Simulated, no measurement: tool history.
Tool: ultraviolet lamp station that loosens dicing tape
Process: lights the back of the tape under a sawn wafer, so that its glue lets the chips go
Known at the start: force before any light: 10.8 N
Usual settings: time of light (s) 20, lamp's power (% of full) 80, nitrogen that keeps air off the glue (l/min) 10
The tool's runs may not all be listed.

run    day  time of light (s)  lamp's power (% of full)  nitrogen that keeps air off the glue (l/min)  force that peels the tape off (N)  light that reached the tape (J/m2)
  1  0.000                 20                        80                                            10                              0.956                                2580
  2  0.462                 20                        80                                            10                              0.963                                2620
  3  1.088                 20                        64                                            10                              1.522                                2040
  4  1.567                 20                        80                                            10                              0.998                                2620
  5  1.933                 25                        80                                            10                              0.584                                3200
  6  2.358                 20                        80                                            10                              1.012                                2540
  7  3.150                 20                        63                                            10                              1.576                                2030
  8  3.896                 20                        63                                            10                              1.612                                2020
  9  4.579                 20                        63                                            10                              1.676                                1990
 10  5.308                 20                        69                                             4                              2.427                                2190
 11  5.854                 20                        65                                             4                              2.666                                2080
 12  6.367                 12                        80                                            16                              1.974                                1520
 13  6.812                 18                        69                                            10                              1.757                                1960
 14  7.200                 14                        84                                            10                              1.854                                1810
 15  7.829                 14                        84                                            10                              1.863                                1850
 16  8.271                 19                        93                                             4                              1.647                                2760
 17  8.779                 19                        93                                             4                              1.670                                2750
 18  9.488                 19                        93                                             4                              1.734                                2760

Forecast each of these 3 alternatives for the next run:
  A  10.112                 36                        73                                             8                                  ?                                   ?
  B  10.112                 20                        93                                             6                                  ?                                   ?
  C  10.112                 20                        91                                            10                                  ?                                   ?

run  force that peels the tape off (N)  light that reached the tape (J/m2)
  A                              0.399                                4090
  B                              1.133                                2900
  C                              0.782                                2830
Without the tool's hidden state the same runs would have given:
run  force that peels the tape off (N)  light that reached the tape (J/m2)
  A                              0.310                                4570
  B                              0.894                                3230
  C                              0.604                                3160
